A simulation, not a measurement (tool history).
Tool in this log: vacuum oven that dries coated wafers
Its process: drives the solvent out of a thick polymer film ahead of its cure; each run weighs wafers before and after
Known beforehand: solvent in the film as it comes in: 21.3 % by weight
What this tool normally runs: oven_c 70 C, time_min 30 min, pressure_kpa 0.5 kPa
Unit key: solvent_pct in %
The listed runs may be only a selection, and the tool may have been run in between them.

run   hour  oven_c  time_min  pressure_kpa  solvent_pct
  1      0      70        30           0.5         1.58
  2     21      70        30           0.5         1.65
  3   32.9      70        30           0.5         1.61
  4   44.1      82        30           0.5         0.66
  5   61.3      82        30           0.5         0.61
  6   74.8      70        30           0.5         1.58
  7   92.3      70        30         0.297         1.37
  8  101.5      70        30         0.297         1.39
  9  116.5      70        30         0.297         1.33
 10  129.5      70        30         0.297         1.32
 11  148.7      70        30         0.297          1.3
 12  168.2      70        30         0.297         1.29
 13    179      70        30         0.297         1.31
 14  188.1      70        16           0.5         3.96
 15  207.5      70        16           0.5         3.96
 16  217.4      70        16           0.5         4.04
 17  228.9      70        16           0.5         3.96
 18  247.3      70        16           0.5         4.02
 19    257      70        16           0.5         3.93
 20  276.3      70        16           0.5            4
 21  294.5      70        16           0.5         3.92

Run 22 has not been measured yet. What should we expect?
 22  312.2      71        28         0.844            ?

{"run 22": {"solvent_pct": 2.11}}
With no hidden state in the tool, this same run would have given solvent_pct 2.11 %.
